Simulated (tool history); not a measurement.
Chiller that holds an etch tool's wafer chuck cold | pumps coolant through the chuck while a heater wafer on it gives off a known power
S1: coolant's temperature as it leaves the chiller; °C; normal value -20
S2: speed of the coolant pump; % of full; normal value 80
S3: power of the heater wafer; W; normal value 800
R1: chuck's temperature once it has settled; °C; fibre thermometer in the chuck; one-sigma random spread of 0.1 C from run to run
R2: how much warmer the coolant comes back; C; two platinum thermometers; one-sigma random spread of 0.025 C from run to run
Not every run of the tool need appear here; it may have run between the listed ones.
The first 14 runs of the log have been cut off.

run 15 day=49.971 | S1=-20 S2=80 S3=800 | R1=-11.4 R2=3
run 16 day=52.733 | S1=-20 S2=80 S3=800 | R1=-11.5 R2=3.05
run 17 day=56.458 | S1=-20 S2=80 S3=800 | R1=-11.4 R2=3.05
run 18 day=59.221 | S1=-20 S2=80 S3=800 | R1=-11.4 R2=3.07
run 19 day=62.692 | S1=-20 S2=88 S3=1048 | R1=-9.4 R2=3.61
run 20 day=67.554 | S1=-11 S2=63 S3=439 | R1=-5.5 R2=2.22
run 21 day=70.662 | S1=-16 S2=62 S3=800 | R1=-6 R2=4.17
run 22 day=73.179 | S1=-16 S2=76 S3=570 | R1=-9.6 R2=2.26
run 23 day=77.279 | S1=-12 S2=94 S3=570 | R1=-6.5 R2=1.82
run 24 day=80.738 | S1=-22 S2=62 S3=454 | R1=-16.2 R2=2.38
run 25 day=83.504 | S1=-22 S2=62 S3=454 | R1=-16.1 R2=2.33
-- day=84.479 chiller's thermometer calibrated
run 26 day=85.888 | S1=-26 S2=80 S3=800 | R1=-17.3 R2=3.09
run 27 day=89.712 | S1=-11 S2=80 S3=403 | R1=-6.5 R2=1.53
run 28 day=94.392 | S1=-11 S2=80 S3=403 | R1=-6.6 R2=1.55
run 29 day=98.512 | S1=-13 S2=80 S3=800 | R1=-4.4 R2=3.1
run 30 day=101.121 | S1=-13 S2=68 S3=425 | R1=-7.9 R2=1.96
run 31 day=105.192 | S1=-13 S2=68 S3=425 | R1=-7.7 R2=2.05
run 32 day=108.583 | S1=-28 S2=68 S3=425 | R1=-22.8 R2=1.98
run 33 day=112.983 | S1=-28 S2=68 S3=425 | R1=-22.9 R2=1.97

What if the next run were any one of these 3? Each begins from the tool's condition after run 33:
run A day=115.55 | S1=-20 S2=63 S3=800 | R1=? R2=?
run B day=115.55 | S1=-23 S2=68 S3=449 | R1=? R2=?
run C day=115.55 | S1=-16 S2=96 S3=425 | R1=? R2=?

run=A R1=-9.9 R2=4.11
run=B R1=-17.4 R2=2.13
run=C R1=-11.6 R2=1.33
Without the tool's unlogged condition, the same runs would have read:
run=A R1=-11.1 R2=3.86
run=B R1=-18.2 R2=2
run=C R1=-12.3 R2=1.24
